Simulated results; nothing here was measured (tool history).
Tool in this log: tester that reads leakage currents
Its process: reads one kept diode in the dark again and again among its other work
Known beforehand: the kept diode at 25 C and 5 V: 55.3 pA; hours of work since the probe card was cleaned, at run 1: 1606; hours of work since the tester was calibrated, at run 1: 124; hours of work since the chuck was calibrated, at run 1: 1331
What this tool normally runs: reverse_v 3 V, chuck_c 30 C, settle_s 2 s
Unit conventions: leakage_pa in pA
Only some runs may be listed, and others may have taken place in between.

run   hour  reverse_v  chuck_c  settle_s  hours of work since the probe card was cleaned  hours of work since the tester was calibrated  hours of work since the chuck was calibrated  leakage_pa
  1      0          3       30         2                                            1606                                            124                                          1331       77.54
  2   17.7          3       30         2                                            1619                                            136                                          1343       77.75
  3   46.8          3       30         2                                            1639                                            156                                          1363       77.46
  4   66.9          3       30         2                                            1652                                            170                                          1377       77.37
  5   93.4          3       30         2                                            1671                                            188                                          1395       77.88
  6  108.4          3       30      1.58                                            1681                                            198                                          1406       78.27
  7  136.5          3       30      1.58                                            1700                                            218                                          1425       78.25
  8  158.8          3       30         2                                            1716                                            233                                          1440       78.51
  9  186.4       2.56       51      7.35                                            1735                                            252                                          1459      323.48

What will run 10 give?
 10  198.8       2.56       54      2.39                                            1743                                            260                                          1468           ?

{"run 10": {"leakage_pa": 393.76}}
Minus the tool's unlogged condition, the same run would have read leakage_pa 368.68 pA.
